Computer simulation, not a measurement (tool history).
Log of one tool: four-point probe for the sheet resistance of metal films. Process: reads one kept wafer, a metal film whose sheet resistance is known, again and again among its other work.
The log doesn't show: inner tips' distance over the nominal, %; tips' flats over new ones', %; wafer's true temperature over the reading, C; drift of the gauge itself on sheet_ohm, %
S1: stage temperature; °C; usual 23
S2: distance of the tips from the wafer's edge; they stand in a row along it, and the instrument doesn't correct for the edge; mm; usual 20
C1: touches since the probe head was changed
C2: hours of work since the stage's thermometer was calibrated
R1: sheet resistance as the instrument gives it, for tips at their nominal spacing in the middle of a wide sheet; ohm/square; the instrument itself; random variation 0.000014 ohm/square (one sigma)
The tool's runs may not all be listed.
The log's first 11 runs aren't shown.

| run | hour | S1 | S2 | C1 | C2 | R1 |
|---|---|---|---|---|---|---|
| 12 | 183.1 | 19 | 26 | 9118 | 565 | 0.067996 |
| 13 | 202.5 | 19 | 26 | 9659 | 580 | 0.067987 |
| 14 | 223.1 | 19 | 26 | 10233 | 595 | 0.068018 |
| 15 | 242.7 | 19 | 26 | 10778 | 610 | 0.067991 |
| 16 | 261.8 | 23 | 20 | 11310 | 625 | 0.068077 |
| 17 | 278.7 | 24 | 9 | 11780 | 638 | 0.068691 |
| 18 | 289.4 | 24 | 9 | 12078 | 646 | 0.068671 |
| 19 | 302.6 | 24 | 9 | 12447 | 656 | 0.068677 |
| 20 | 315.1 | 23 | 24 | 12794 | 665 | 0.068043 |
| 21 | 332.1 | 24 | 11 | 13267 | 678 | 0.068418 |
| 22 | 340.8 | 18 | 3 | 13511 | 685 | 0.073804 |
|  | 342.6 | stage's thermometer calibrated |
| 23 | 358.6 | 27 | 6 | 13993 | 12 | 0.069592 |
| 24 | 377.1 | 23 | 17 | 14508 | 26 | 0.068157 |
| 25 | 385.9 | 33 | 14 | 14753 | 33 | 0.068334 |
| 26 | 405.2 | 19 | 5 | 15290 | 48 | 0.070179 |
| 27 | 417.5 | 19 | 5 | 15633 | 57 | 0.070204 |
|  | 427.9 | stage's thermometer calibrated, once more |
| 28 | 435.8 | 32 | 9 | 16127 | 6 | 0.068702 |
| 29 | 455.9 | 32 | 9 | 16687 | 21 | 0.068683 |
| 30 | 469.7 | 31 | 28 | 17071 | 32 | 0.068034 |
| 31 | 489.9 | 34 | 6 | 17634 | 47 | 0.069588 |
| 32 | 501.4 | 18 | 8 | 17955 | 56 | 0.068747 |

4 ways to go on from here, each from the tool as it stands after run 32. What would each give?
| A | 516.2 | 23 | 15 | 18367 | 67 | ? |
| B | 516.2 | 19 | 8 | 18367 | 67 | ? |
| C | 516.2 | 26 | 46 | 18367 | 67 | ? |
| D | 516.2 | 31 | 9 | 18367 | 67 | ? |

| run | R1 |
|---|---|
| A | 0.068145 |
| B | 0.068765 |
| C | 0.067939 |
| D | 0.068664 |
Without the tool's hidden state the same runs would have given:
| run | R1 |
|---|---|
| A | 0.067963 |
| B | 0.068581 |
| C | 0.067758 |
| D | 0.068481 |
